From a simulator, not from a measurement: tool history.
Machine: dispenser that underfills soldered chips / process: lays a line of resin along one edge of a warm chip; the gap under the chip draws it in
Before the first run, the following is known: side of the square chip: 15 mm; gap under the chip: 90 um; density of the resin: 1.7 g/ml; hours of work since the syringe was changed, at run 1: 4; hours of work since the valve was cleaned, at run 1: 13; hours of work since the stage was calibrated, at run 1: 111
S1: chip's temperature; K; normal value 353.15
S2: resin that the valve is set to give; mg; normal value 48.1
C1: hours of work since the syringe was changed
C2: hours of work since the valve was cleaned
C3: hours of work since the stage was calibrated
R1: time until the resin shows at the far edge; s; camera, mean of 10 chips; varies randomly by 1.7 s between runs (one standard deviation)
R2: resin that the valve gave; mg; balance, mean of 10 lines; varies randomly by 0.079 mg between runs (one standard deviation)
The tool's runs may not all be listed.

Run 1, hour 0.0: usual settings; C1 4; C2 13; C3 111. Result: R1 206.8 s, R2 47.75 mg.
Run 2, hour 2.8: usual settings; C1 5; C2 15; C3 113. Result: R1 224.4 s, R2 47.78 mg.
Run 3, hour 4.8: usual settings; C1 7; C2 16; C3 114. Result: R1 242.6 s, R2 47.70 mg.
Run 4, hour 8.7: usual settings but S2 58.5 mg; C1 9; C2 18; C3 117. Result: R1 267.4 s, R2 57.93 mg.
At hour 9.6: new syringe of resin.
Run 5, hour 11.0: usual settings but S2 58.5 mg; C1 1; C2 19; C3 118. Result: R1 172.0 s, R2 57.74 mg.
Run 6, hour 15.4: usual settings but S2 58.5 mg; C1 4; C2 22; C3 121. Result: R1 203.6 s, R2 57.97 mg.
Run 7, hour 17.4: usual settings but S2 52.6 mg; C1 5; C2 23; C3 122. Result: R1 217.0 s, R2 51.98 mg.
Run 8, hour 19.7: usual settings but S2 52.6 mg; C1 6; C2 25; C3 123. Result: R1 236.0 s, R2 51.99 mg.
Run 9, hour 22.4: usual settings but S2 52.6 mg; C1 8; C2 26; C3 125. Result: R1 261.5 s, R2 51.83 mg.
At hour 25.0: new syringe of resin.
Run 10, hour 26.3: usual settings but S2 52.6 mg; C1 1; C2 29; C3 127. Result: R1 171.3 s, R2 51.99 mg.
Run 11, hour 28.8: usual settings but S1 344.15 K, S2 52.6 mg; C1 2; C2 30; C3 129. Result: R1 252.4 s, R2 51.78 mg.
Run 12, hour 33.3: usual settings but S1 349.15 K, S2 41.1 mg; C1 5; C2 33; C3 132. Result: R1 270.1 s, R2 40.53 mg.
Run 13, hour 35.2: usual settings but S1 365.15 K; C1 6; C2 34; C3 133. Result: R1 160.2 s, R2 47.32 mg.
Run 14, hour 37.6: usual settings but S1 348.15 K; C1 8; C2 36; C3 134. Result: R1 305.8 s, R2 47.28 mg.
At hour 40.4: new syringe of resin.
Run 15, hour 41.9: usual settings but S1 361.15 K, S2 56.8 mg; C1 1; C2 38; C3 137. Result: R1 132.8 s, R2 55.79 mg.
Run 16, hour 45.6: usual settings but S1 351.15 K, S2 43.2 mg; C1 3; C2 40; C3 139. Result: R1 223.5 s, R2 42.46 mg.

Below are 5 alternative next runs, each starting from the tool's condition after run 16. Predict each:
Run A, hour 48.1: usual settings but S1 354.15 K; C1 5; C2 42; C3 141. Result: R1 ?, R2 ?.
Run B, hour 48.1: usual settings but S1 360.15 K, S2 41.1 mg; C1 5; C2 42; C3 141. Result: R1 ?, R2 ?.
Run C, hour 48.1: usual settings but S1 358.15 K, S2 48.2 mg; C1 5; C2 42; C3 141. Result: R1 ?, R2 ?.
Run D, hour 48.1: usual settings but S1 344.15 K, S2 58.5 mg; C1 5; C2 42; C3 141. Result: R1 ?, R2 ?.
Run E, hour 48.1: usual settings but S1 351.15 K, S2 42.4 mg; C1 5; C2 42; C3 141. Result: R1 ?, R2 ?.

run     R1     R2
  A  218.7  47.14
  B  184.4  40.39
  C  187.3  47.38
  D  295.9  57.45
  E  251.2  41.65
Stripped of hidden state, with their random variation kept, the same runs would have yielded:
run     R1     R2
  A  161.4  48.00
  B  135.8  41.13
  C  138.4  48.25
  D  218.6  58.50
  E  185.0  42.41

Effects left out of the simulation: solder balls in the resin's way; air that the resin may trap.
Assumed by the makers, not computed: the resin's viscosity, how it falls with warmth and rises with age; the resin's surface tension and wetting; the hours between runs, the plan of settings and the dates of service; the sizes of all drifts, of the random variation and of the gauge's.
